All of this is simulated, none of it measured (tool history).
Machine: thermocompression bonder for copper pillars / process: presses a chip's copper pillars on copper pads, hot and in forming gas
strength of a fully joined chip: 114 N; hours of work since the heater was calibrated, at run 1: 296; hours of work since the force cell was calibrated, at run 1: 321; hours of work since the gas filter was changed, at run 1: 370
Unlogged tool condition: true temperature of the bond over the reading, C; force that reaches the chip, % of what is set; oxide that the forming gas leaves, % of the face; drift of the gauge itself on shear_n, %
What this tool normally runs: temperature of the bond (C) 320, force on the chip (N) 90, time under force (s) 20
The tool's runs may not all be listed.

run,day,temperature of the bond (C),force on the chip (N),time under force (s),hours of work since the heater was calibrated,hours of work since the force cell was calibrated,hours of work since the gas filter was changed,force that shears a chip off (N)
1,0,320,90,20,296,321,370,46.1
# day 1.433: forming gas filter changed
2,1.433,320,90,20,312,337,0,47.4
3,3.021,320,90,20,330,354,18,46.7
4,4.362,320,90,20,345,370,33,47.2
5,5.721,320,90,20,360,385,48,46.7
6,6.8,320,90,20,372,397,61,46.3
7,8.054,320,90,20,387,411,75,47.4
8,9.042,320,125,20,398,423,86,55.7
9,10.212,320,125,20,411,436,99,56
10,11.638,320,64,20,427,452,115,37.6
11,12.917,320,64,20,441,466,130,37.5
12,13.958,320,64,20,453,478,142,37.5
13,14.95,320,64,20,464,489,153,37.9
14,15.942,305,90,20,476,501,164,38.6
15,16.996,305,90,20,488,513,176,37.2
16,17.875,305,90,20,498,522,186,37.7
17,18.604,305,90,20,506,531,194,37.6
18,19.783,305,90,11,519,544,207,29.4
19,21.204,320,69,20,535,560,224,38.9
20,22.658,320,69,20,552,577,240,37.8
21,24.1,320,69,20,568,593,256,39.2
22,24.85,320,69,20,576,601,265,38.4
23,26.058,320,69,20,590,615,278,38
24,27.029,293,88,27,601,626,289,34.2
25,28.542,297,108,27,618,643,306,42
26,29.846,297,108,27,633,658,321,40.8
27,31.046,338,90,12,646,671,335,46.3
28,32.617,336,131,28,664,689,353,70.4
29,34.017,299,95,20,680,705,368,35
30,35.492,320,87,20,697,722,385,43.3
# day 35.667: forming gas filter changed
31,36.754,320,90,46,711,736,12,62.3
32,37.8,320,64,23,723,748,24,38.6
33,39.158,320,64,23,738,763,39,39.5
34,40.429,303,97,20,752,777,54,37.8
35,41.838,337,119,17,768,793,70,58.8
36,43.212,337,71,15,784,809,85,43.5
37,44.45,331,70,34,798,823,99,53
38,45.171,293,70,34,806,831,107,32.7
39,46.338,320,90,37,819,844,121,56.3

Alternative continuations, all from the tool just after run 39; predict every row:
A,47.462,344,79,30,832,857,133,?
B,47.462,320,90,19,832,857,133,?
C,47.462,334,89,22,832,857,133,?
D,47.462,320,90,20,832,857,133,?
E,47.462,299,90,13,832,857,133,?

run,force that shears a chip off (N)
A,62.4
B,44.2
C,54.3
D,44.1
E,27.3
The same runs, with their run-to-run variation unchanged, on a tool lacking any hidden condition would have given:
run,force that shears a chip off (N)
A,67.6
B,48.7
C,59.3
D,48.7
E,30.6
